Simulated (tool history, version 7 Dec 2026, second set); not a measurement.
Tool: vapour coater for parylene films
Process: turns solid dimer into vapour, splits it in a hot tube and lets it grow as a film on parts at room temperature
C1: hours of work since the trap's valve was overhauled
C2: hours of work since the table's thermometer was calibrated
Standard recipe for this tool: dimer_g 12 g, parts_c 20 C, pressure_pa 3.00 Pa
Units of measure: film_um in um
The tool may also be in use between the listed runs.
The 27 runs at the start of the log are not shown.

run 28 hour=1773.4 | dimer_g=16 parts_c=19 pressure_pa=3.00 | C1=130 C2=1562 | film_um=4.02
run 29 hour=1815.6 | dimer_g=8 parts_c=23 pressure_pa=3.00 | C1=153 C2=1584 | film_um=1.82
run 30 hour=1894.4 | dimer_g=8 parts_c=23 pressure_pa=3.00 | C1=194 C2=1626 | film_um=1.77
run 31 hour=1951.6 | dimer_g=9 parts_c=20 pressure_pa=3.00 | C1=225 C2=1656 | film_um=2.10
run 32 hour=1993.8 | dimer_g=9 parts_c=20 pressure_pa=3.00 | C1=247 C2=1678 | film_um=2.15
run 33 hour=2055.0 | dimer_g=9 parts_c=20 pressure_pa=3.00 | C1=279 C2=1711 | film_um=2.17
run 34 hour=2107.9 | dimer_g=5 parts_c=20 pressure_pa=8.35 | C1=307 C2=1739 | film_um=0.96
run 35 hour=2150.1 | dimer_g=5 parts_c=20 pressure_pa=8.35 | C1=330 C2=1761 | film_um=0.95
run 36 hour=2215.4 | dimer_g=5 parts_c=20 pressure_pa=8.35 | C1=364 C2=1795 | film_um=0.94
run 37 hour=2304.4 | dimer_g=7 parts_c=20 pressure_pa=2.08 | C1=411 C2=1842 | film_um=1.75
run 38 hour=2344.3 | dimer_g=7 parts_c=20 pressure_pa=2.08 | C1=432 C2=1864 | film_um=1.69
run 39 hour=2411.5 | dimer_g=9 parts_c=20 pressure_pa=4.24 | C1=468 C2=1899 | film_um=1.95
run 40 hour=2461.8 | dimer_g=9 parts_c=24 pressure_pa=4.24 | C1=494 C2=1926 | film_um=1.71
run 41 hour=2528.2 | dimer_g=9 parts_c=20 pressure_pa=7.59 | C1=530 C2=1961 | film_um=1.69
run 42 hour=2613.0 | dimer_g=9 parts_c=20 pressure_pa=7.59 | C1=574 C2=2006 | film_um=1.70
-- hour=2689.5 trap's valve overhauled
run 43 hour=2694.4 | dimer_g=15 parts_c=18 pressure_pa=5.53 | C1=3 C2=2047 | film_um=3.54
run 44 hour=2767.0 | dimer_g=12 parts_c=30 pressure_pa=5.02 | C1=41 C2=2085 | film_um=2.19
run 45 hour=2815.1 | dimer_g=12 parts_c=30 pressure_pa=5.02 | C1=66 C2=2110 | film_um=2.14
run 46 hour=2877.5 | dimer_g=12 parts_c=30 pressure_pa=5.02 | C1=99 C2=2143 | film_um=2.19

What if the next run were any one of these 5? Each begins from the tool's condition after run 46:
run A hour=2925.3 | dimer_g=10 parts_c=20 pressure_pa=3.00 | C1=125 C2=2169 | film_um=?
run B hour=2925.3 | dimer_g=6 parts_c=22 pressure_pa=7.41 | C1=125 C2=2169 | film_um=?
run C hour=2925.3 | dimer_g=11 parts_c=20 pressure_pa=2.15 | C1=125 C2=2169 | film_um=?
run D hour=2925.3 | dimer_g=12 parts_c=31 pressure_pa=3.00 | C1=125 C2=2169 | film_um=?
run E hour=2925.3 | dimer_g=19 parts_c=13 pressure_pa=7.98 | C1=125 C2=2169 | film_um=?

run=A film_um=2.48
run=B film_um=1.16
run=C film_um=2.86
run=D film_um=2.33
run=E film_um=4.52
Without the tool's unlogged condition, the same runs would have read:
run=A film_um=2.49
run=B film_um=1.17
run=C film_um=2.88
run=D film_um=2.34
run=E film_um=4.55

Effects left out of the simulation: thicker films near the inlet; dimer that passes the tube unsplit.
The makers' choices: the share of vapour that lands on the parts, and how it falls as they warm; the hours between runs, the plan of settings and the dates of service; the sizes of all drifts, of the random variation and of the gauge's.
